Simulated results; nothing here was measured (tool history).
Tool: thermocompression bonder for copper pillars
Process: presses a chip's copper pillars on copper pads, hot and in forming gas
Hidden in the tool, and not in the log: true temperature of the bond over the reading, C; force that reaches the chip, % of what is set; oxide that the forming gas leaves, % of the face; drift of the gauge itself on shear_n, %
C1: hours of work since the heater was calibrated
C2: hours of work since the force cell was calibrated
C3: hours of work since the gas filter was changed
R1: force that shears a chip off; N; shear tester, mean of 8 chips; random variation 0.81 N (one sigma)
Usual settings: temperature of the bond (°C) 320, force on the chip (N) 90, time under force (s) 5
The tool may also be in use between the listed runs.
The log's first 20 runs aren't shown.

run 21 hour=293.5 | temperature_of_the_bond_(°C)=314 force_on_the_chip_(N)=81 time_under_force_(s)=5 | C1=493 C2=610 C3=136 | R1=46.2
run 22 hour=307.4 | temperature_of_the_bond_(°C)=320 force_on_the_chip_(N)=85 time_under_force_(s)=8 | C1=502 C2=618 C3=145 | R1=62.3
run 23 hour=328.2 | temperature_of_the_bond_(°C)=295 force_on_the_chip_(N)=85 time_under_force_(s)=4 | C1=515 C2=631 C3=157 | R1=32.8
run 24 hour=346.8 | temperature_of_the_bond_(°C)=295 force_on_the_chip_(N)=85 time_under_force_(s)=4 | C1=526 C2=642 C3=169 | R1=31.6
run 25 hour=356.7 | temperature_of_the_bond_(°C)=312 force_on_the_chip_(N)=85 time_under_force_(s)=4 | C1=532 C2=649 C3=175 | R1=42.6
run 26 hour=368.0 | temperature_of_the_bond_(°C)=312 force_on_the_chip_(N)=85 time_under_force_(s)=4 | C1=539 C2=655 C3=182 | R1=42.5
run 27 hour=379.1 | temperature_of_the_bond_(°C)=312 force_on_the_chip_(N)=85 time_under_force_(s)=4 | C1=546 C2=662 C3=188 | R1=41.8
run 28 hour=393.9 | temperature_of_the_bond_(°C)=320 force_on_the_chip_(N)=118 time_under_force_(s)=5 | C1=555 C2=671 C3=197 | R1=65.4
-- hour=399.9 forming gas filter changed
run 29 hour=417.2 | temperature_of_the_bond_(°C)=326 force_on_the_chip_(N)=92 time_under_force_(s)=14 | C1=569 C2=685 C3=11 | R1=89.2
run 30 hour=437.6 | temperature_of_the_bond_(°C)=343 force_on_the_chip_(N)=90 time_under_force_(s)=5 | C1=581 C2=698 C3=23 | R1=74.1
run 31 hour=455.4 | temperature_of_the_bond_(°C)=343 force_on_the_chip_(N)=90 time_under_force_(s)=5 | C1=592 C2=709 C3=34 | R1=74.1
run 32 hour=477.2 | temperature_of_the_bond_(°C)=317 force_on_the_chip_(N)=77 time_under_force_(s)=14 | C1=606 C2=722 C3=47 | R1=68.6
run 33 hour=495.9 | temperature_of_the_bond_(°C)=306 force_on_the_chip_(N)=86 time_under_force_(s)=12 | C1=617 C2=733 C3=59 | R1=61.5
run 34 hour=512.8 | temperature_of_the_bond_(°C)=337 force_on_the_chip_(N)=90 time_under_force_(s)=15 | C1=627 C2=744 C3=69 | R1=97.3

Forecast each of these 3 alternatives for the next run:
run A hour=528.3 | temperature_of_the_bond_(°C)=347 force_on_the_chip_(N)=76 time_under_force_(s)=9 | C1=637 C2=753 C3=79 | R1=?
run B hour=528.3 | temperature_of_the_bond_(°C)=292 force_on_the_chip_(N)=64 time_under_force_(s)=15 | C1=637 C2=753 C3=79 | R1=?
run C hour=528.3 | temperature_of_the_bond_(°C)=298 force_on_the_chip_(N)=90 time_under_force_(s)=15 | C1=637 C2=753 C3=79 | R1=?

run=A R1=81.6
run=B R1=41.8
run=C R1=62.0
Without the tool's hidden state the same runs would have given:
run=A R1=94.5
run=B R1=51.3
run=C R1=74.5
